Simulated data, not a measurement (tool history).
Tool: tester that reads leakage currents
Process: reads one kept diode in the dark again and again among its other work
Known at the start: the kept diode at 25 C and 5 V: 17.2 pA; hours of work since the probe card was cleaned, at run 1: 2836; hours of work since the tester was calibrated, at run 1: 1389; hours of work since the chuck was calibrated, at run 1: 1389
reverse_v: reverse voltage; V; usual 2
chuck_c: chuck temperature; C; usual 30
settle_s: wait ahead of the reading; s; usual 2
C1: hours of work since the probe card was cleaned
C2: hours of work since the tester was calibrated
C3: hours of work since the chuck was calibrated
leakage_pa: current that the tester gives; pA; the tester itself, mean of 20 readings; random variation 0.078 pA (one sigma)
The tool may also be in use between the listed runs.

run 1 hour=0 | reverse_v=2 chuck_c=30 settle_s=2 | C1=2836 C2=1389 C3=1389 | leakage_pa=25.16
run 2 hour=176.2 | reverse_v=2 chuck_c=30 settle_s=2 | C1=2968 C2=1521 C3=1521 | leakage_pa=25.56
run 3 hour=277.8 | reverse_v=2 chuck_c=30 settle_s=2 | C1=3044 C2=1597 C3=1597 | leakage_pa=25.67
run 4 hour=430.5 | reverse_v=2.04 chuck_c=30 settle_s=2 | C1=3159 C2=1711 C3=1711 | leakage_pa=26.3
run 5 hour=572.9 | reverse_v=2.04 chuck_c=30 settle_s=2 | C1=3266 C2=1818 C3=1818 | leakage_pa=26.45
run 6 hour=724.2 | reverse_v=2.04 chuck_c=30 settle_s=2 | C1=3379 C2=1931 C3=1931 | leakage_pa=26.92
-- hour=856.1 probe card cleaned and baked
run 7 hour=915.9 | reverse_v=2.04 chuck_c=30 settle_s=2 | C1=45 C2=2073 C3=2073 | leakage_pa=22.13
run 8 hour=1077.4 | reverse_v=2.04 chuck_c=30 settle_s=2 | C1=166 C2=2194 C3=2194 | leakage_pa=22.34
-- hour=1095.6 chuck's temperature calibrated
run 9 hour=1172.9 | reverse_v=2.04 chuck_c=30 settle_s=2 | C1=236 C2=2264 C3=58 | leakage_pa=24.35
run 10 hour=1265.8 | reverse_v=1.48 chuck_c=30 settle_s=1.84 | C1=305 C2=2333 C3=128 | leakage_pa=22.04
run 11 hour=1452.2 | reverse_v=1.48 chuck_c=30 settle_s=3.34 | C1=445 C2=2473 C3=267 | leakage_pa=22.16
-- hour=1480.6 chuck's temperature calibrated, once more
run 12 hour=1548.4 | reverse_v=1.48 chuck_c=30 settle_s=3.34 | C1=516 C2=2543 C3=51 | leakage_pa=18.32
run 13 hour=1649.3 | reverse_v=1.48 chuck_c=30 settle_s=3.34 | C1=591 C2=2619 C3=126 | leakage_pa=18.54
run 14 hour=1752.2 | reverse_v=1.48 chuck_c=30 settle_s=3.34 | C1=668 C2=2696 C3=203 | leakage_pa=18.7
run 15 hour=1960.3 | reverse_v=3.83 chuck_c=28 settle_s=3.34 | C1=824 C2=2852 C3=359 | leakage_pa=23.46
run 16 hour=2150.1 | reverse_v=3.83 chuck_c=46 settle_s=9.62 | C1=966 C2=2994 C3=502 | leakage_pa=89.77
run 17 hour=2315.8 | reverse_v=2 chuck_c=49 settle_s=1.02 | C1=1091 C2=3118 C3=626 | leakage_pa=90.76

Measured less the same run without the tool's hidden state. The same run-to-run variation is in both; the gauge's scatter may not be:
The hidden state here: stray current of the dirty probe card, pA a volt; current scale over the true one, %; true chuck temperature over the reading, C; drift of the gauge itself on leakage_pa, %.
run=1 leakage_pa=+5.32
run=2 leakage_pa=+5.67
run=3 leakage_pa=+5.84
run=4 leakage_pa=+6.26
run=5 leakage_pa=+6.5
run=6 leakage_pa=+6.82
run=7 leakage_pa=+2.17
run=8 leakage_pa=+2.48
run=9 leakage_pa=+4.33
run=10 leakage_pa=+4
run=11 leakage_pa=+4.29
run=12 leakage_pa=+0.52
run=13 leakage_pa=+0.68
run=14 leakage_pa=+0.82
run=15 leakage_pa=+2.64
run=16 leakage_pa=+4.12
run=17 leakage_pa=+3.41
